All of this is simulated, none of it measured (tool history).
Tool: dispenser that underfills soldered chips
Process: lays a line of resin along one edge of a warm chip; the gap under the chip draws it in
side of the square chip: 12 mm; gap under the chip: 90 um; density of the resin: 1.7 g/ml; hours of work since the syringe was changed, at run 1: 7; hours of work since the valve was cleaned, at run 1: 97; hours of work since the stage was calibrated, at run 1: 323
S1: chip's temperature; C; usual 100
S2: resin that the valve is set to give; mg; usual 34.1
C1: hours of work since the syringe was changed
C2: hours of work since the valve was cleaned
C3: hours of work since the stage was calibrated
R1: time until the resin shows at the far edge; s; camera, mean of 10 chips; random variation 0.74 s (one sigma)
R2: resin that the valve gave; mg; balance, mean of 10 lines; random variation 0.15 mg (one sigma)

| run | hour | S1 | S2 | C1 | C2 | C3 | R1 | R2 |
|---|---|---|---|---|---|---|---|---|
| 1 | 0.0 | 100 | 34.1 | 7 | 97 | 323 | 104.5 | 31.78 |
|  | 1.3 | new syringe of resin |
| 2 | 8.3 | 100 | 34.1 | 4 | 102 | 328 | 89.3 | 31.31 |
|  | 13.4 | new syringe of resin |
|  | 20.1 | dispensing valve cleaned and set on the balance |
| 3 | 21.1 | 100 | 34.1 | 4 | 1 | 335 | 84.8 | 34.10 |
|  | 26.4 | new syringe of resin |
| 4 | 29.6 | 86 | 34.1 | 2 | 6 | 340 | 139.4 | 33.96 |
| 5 | 36.9 | 86 | 34.1 | 6 | 10 | 345 | 198.3 | 33.85 |
|  | 38.5 | new syringe of resin |
| 6 | 44.8 | 100 | 34.1 | 4 | 15 | 349 | 84.2 | 33.58 |
|  | 50.6 | new syringe of resin |
| 7 | 58.3 | 100 | 34.1 | 5 | 23 | 357 | 90.7 | 33.33 |
|  | 62.8 | new syringe of resin |
| 8 | 68.1 | 100 | 34.1 | 3 | 29 | 363 | 81.2 | 33.29 |
|  | 75.5 | new syringe of resin |
| 9 | 79.6 | 100 | 34.1 | 3 | 36 | 370 | 79.6 | 32.81 |
|  | 88.0 | new syringe of resin |
| 10 | 96.1 | 100 | 34.1 | 5 | 46 | 380 | 95.0 | 32.93 |
|  | 99.9 | new syringe of resin |
| 11 | 104.9 | 100 | 34.1 | 3 | 51 | 385 | 80.0 | 32.91 |
|  | 112.4 | new syringe of resin |
| 12 | 119.6 | 100 | 34.1 | 4 | 60 | 394 | 87.5 | 32.27 |
|  | 125.0 | new syringe of resin |
| 13 | 136.4 | 102 | 38.8 | 7 | 70 | 404 | 97.5 | 36.41 |
|  | 138.2 | new syringe of resin |
| 14 | 149.4 | 111 | 31.7 | 7 | 78 | 412 | 70.0 | 29.74 |
|  | 150.8 | new syringe of resin |
| 15 | 160.6 | 111 | 31.7 | 6 | 84 | 419 | 63.8 | 29.32 |
|  | 163.1 | new syringe of resin |
|  | 174.9 | new syringe of resin |
| 16 | 176.6 | 111 | 31.7 | 1 | 94 | 428 | 43.7 | 29.27 |
| 17 | 185.8 | 111 | 31.7 | 7 | 100 | 434 | 69.1 | 29.14 |
|  | 187.0 | new syringe of resin |
| 18 | 196.3 | 88 | 38.3 | 6 | 106 | 440 | 165.9 | 34.86 |
|  | 198.9 | new syringe of resin |
|  | 201.6 | dispensing valve cleaned and set on the balance |
| 19 | 207.9 | 98 | 42.3 | 5 | 4 | 447 | 97.2 | 42.36 |
|  | 211.9 | new syringe of resin |
| 20 | 217.1 | 113 | 34.1 | 3 | 9 | 452 | 45.3 | 33.91 |
|  | 224.5 | new syringe of resin |
| 21 | 227.5 | 94 | 37.4 | 2 | 16 | 458 | 94.7 | 37.05 |
|  | 237.6 | new syringe of resin |
| 22 | 239.6 | 90 | 42.1 | 1 | 23 | 466 | 103.9 | 41.36 |
|  | 249.5 | new syringe of resin |
| 23 | 251.5 | 90 | 42.1 | 1 | 30 | 473 | 102.9 | 40.93 |

Forecast each of these 3 alternatives for the next run:
|  | 261.7 | new syringe of resin |
| A | 261.7 | 110 | 36.9 | 0 | 36 | 479 | ? | ? |
|  | 261.7 | new syringe of resin |
| B | 261.7 | 111 | 36.6 | 0 | 36 | 479 | ? | ? |
|  | 261.7 | new syringe of resin |
| C | 261.7 | 95 | 31.6 | 0 | 36 | 479 | ? | ? |

| run | R1 | R2 |
|---|---|---|
| A | 40.7 | 35.76 |
| B | 39.6 | 35.48 |
| C | 79.6 | 30.57 |
Without the tool's hidden state the same runs would have given:
| run | R1 | R2 |
|---|---|---|
| A | 43.7 | 36.78 |
| B | 42.5 | 36.49 |
| C | 85.9 | 31.44 |

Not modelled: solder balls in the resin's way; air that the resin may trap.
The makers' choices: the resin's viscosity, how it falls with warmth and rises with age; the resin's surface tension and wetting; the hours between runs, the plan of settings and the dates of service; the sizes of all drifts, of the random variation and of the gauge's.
